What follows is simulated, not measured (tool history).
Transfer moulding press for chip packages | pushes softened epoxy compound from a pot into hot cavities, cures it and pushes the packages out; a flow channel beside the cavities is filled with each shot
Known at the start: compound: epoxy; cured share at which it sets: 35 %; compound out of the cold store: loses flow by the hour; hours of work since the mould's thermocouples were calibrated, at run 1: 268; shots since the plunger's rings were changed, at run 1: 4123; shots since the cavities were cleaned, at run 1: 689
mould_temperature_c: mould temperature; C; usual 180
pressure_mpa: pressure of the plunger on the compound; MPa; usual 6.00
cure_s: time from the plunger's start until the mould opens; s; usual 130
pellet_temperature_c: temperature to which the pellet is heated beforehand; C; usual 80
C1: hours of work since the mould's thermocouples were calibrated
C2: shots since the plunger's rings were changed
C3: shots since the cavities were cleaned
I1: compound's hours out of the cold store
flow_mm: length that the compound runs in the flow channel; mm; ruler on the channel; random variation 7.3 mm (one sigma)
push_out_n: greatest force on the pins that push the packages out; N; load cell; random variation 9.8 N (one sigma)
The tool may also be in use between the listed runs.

{"run": 1, "hour": 0.0, "mould_temperature_c": 180, "pressure_mpa": 6.0, "cure_s": 130, "pellet_temperature_c": 80, "C1": 268, "C2": 4123, "C3": 689, "I1": 11.4, "flow_mm": 885, "push_out_n": 471}
{"hour": 38.3, "done": "cavities cleaned with cleaning compound and waxed"}
{"run": 2, "hour": 38.5, "mould_temperature_c": 180, "pressure_mpa": 6.0, "cure_s": 130, "pellet_temperature_c": 80, "C1": 286, "C2": 4377, "C3": 2, "I1": 40.3, "flow_mm": 836, "push_out_n": 437}
{"run": 3, "hour": 71.8, "mould_temperature_c": 180, "pressure_mpa": 6.0, "cure_s": 130, "pellet_temperature_c": 80, "C1": 301, "C2": 4606, "C3": 231, "I1": 47.9, "flow_mm": 819, "push_out_n": 454}
{"run": 4, "hour": 99.4, "mould_temperature_c": 180, "pressure_mpa": 6.0, "cure_s": 130, "pellet_temperature_c": 80, "C1": 314, "C2": 4796, "C3": 421, "I1": 25.4, "flow_mm": 858, "push_out_n": 448}
{"run": 5, "hour": 140.3, "mould_temperature_c": 180, "pressure_mpa": 6.0, "cure_s": 130, "pellet_temperature_c": 80, "C1": 334, "C2": 5077, "C3": 702, "I1": 22.1, "flow_mm": 859, "push_out_n": 457}
{"hour": 173.5, "done": "cavities cleaned with cleaning compound and waxed"}
{"run": 6, "hour": 180.7, "mould_temperature_c": 180, "pressure_mpa": 6.0, "cure_s": 130, "pellet_temperature_c": 80, "C1": 352, "C2": 5344, "C3": 50, "I1": 16.2, "flow_mm": 880, "push_out_n": 458}
{"run": 7, "hour": 201.5, "mould_temperature_c": 180, "pressure_mpa": 6.0, "cure_s": 130, "pellet_temperature_c": 80, "C1": 362, "C2": 5487, "C3": 193, "I1": 17.8, "flow_mm": 873, "push_out_n": 447}
{"run": 8, "hour": 250.5, "mould_temperature_c": 180, "pressure_mpa": 6.0, "cure_s": 130, "pellet_temperature_c": 80, "C1": 385, "C2": 5823, "C3": 529, "I1": 14.1, "flow_mm": 875, "push_out_n": 468}
{"run": 9, "hour": 278.0, "mould_temperature_c": 180, "pressure_mpa": 6.0, "cure_s": 130, "pellet_temperature_c": 77, "C1": 398, "C2": 6012, "C3": 718, "I1": 47.7, "flow_mm": 808, "push_out_n": 456}
{"run": 10, "hour": 303.1, "mould_temperature_c": 180, "pressure_mpa": 6.0, "cure_s": 130, "pellet_temperature_c": 77, "C1": 410, "C2": 6185, "C3": 891, "I1": 23.7, "flow_mm": 857, "push_out_n": 462}
{"hour": 309.2, "done": "cavities cleaned with cleaning compound and waxed"}
{"run": 11, "hour": 351.7, "mould_temperature_c": 180, "pressure_mpa": 6.31, "cure_s": 130, "pellet_temperature_c": 80, "C1": 432, "C2": 6509, "C3": 293, "I1": 30.5, "flow_mm": 870, "push_out_n": 441}
{"run": 12, "hour": 380.4, "mould_temperature_c": 180, "pressure_mpa": 6.31, "cure_s": 130, "pellet_temperature_c": 80, "C1": 446, "C2": 6706, "C3": 490, "I1": 32.1, "flow_mm": 865, "push_out_n": 447}
{"hour": 396.0, "done": "plunger's sealing rings changed"}
{"run": 13, "hour": 422.4, "mould_temperature_c": 180, "pressure_mpa": 6.0, "cure_s": 130, "pellet_temperature_c": 80, "C1": 465, "C2": 181, "C3": 761, "I1": 31.1, "flow_mm": 833, "push_out_n": 478}
{"hour": 444.5, "done": "mould's thermocouples calibrated"}
{"hour": 449.4, "done": "cavities cleaned with cleaning compound and waxed"}
{"run": 14, "hour": 455.8, "mould_temperature_c": 180, "pressure_mpa": 6.0, "cure_s": 130, "pellet_temperature_c": 80, "C1": 5, "C2": 387, "C3": 45, "I1": 39.7, "flow_mm": 825, "push_out_n": 469}
{"run": 15, "hour": 482.4, "mould_temperature_c": 181, "pressure_mpa": 6.0, "cure_s": 125, "pellet_temperature_c": 80, "C1": 17, "C2": 569, "C3": 227, "I1": 18.2, "flow_mm": 887, "push_out_n": 468}

The next listed run, before its measurement:
{"run": 16, "hour": 529.7, "mould_temperature_c": 179, "pressure_mpa": 6.45, "cure_s": 130, "pellet_temperature_c": 75, "C1": 40, "C2": 894, "C3": 552, "I1": 22.7, "flow_mm": "?", "push_out_n": "?"}

{"run 16": {"flow_mm": 899, "push_out_n": 450}}
Without the tool's hidden state the same run would have given flow_mm 900 mm, push_out_n 444 N.

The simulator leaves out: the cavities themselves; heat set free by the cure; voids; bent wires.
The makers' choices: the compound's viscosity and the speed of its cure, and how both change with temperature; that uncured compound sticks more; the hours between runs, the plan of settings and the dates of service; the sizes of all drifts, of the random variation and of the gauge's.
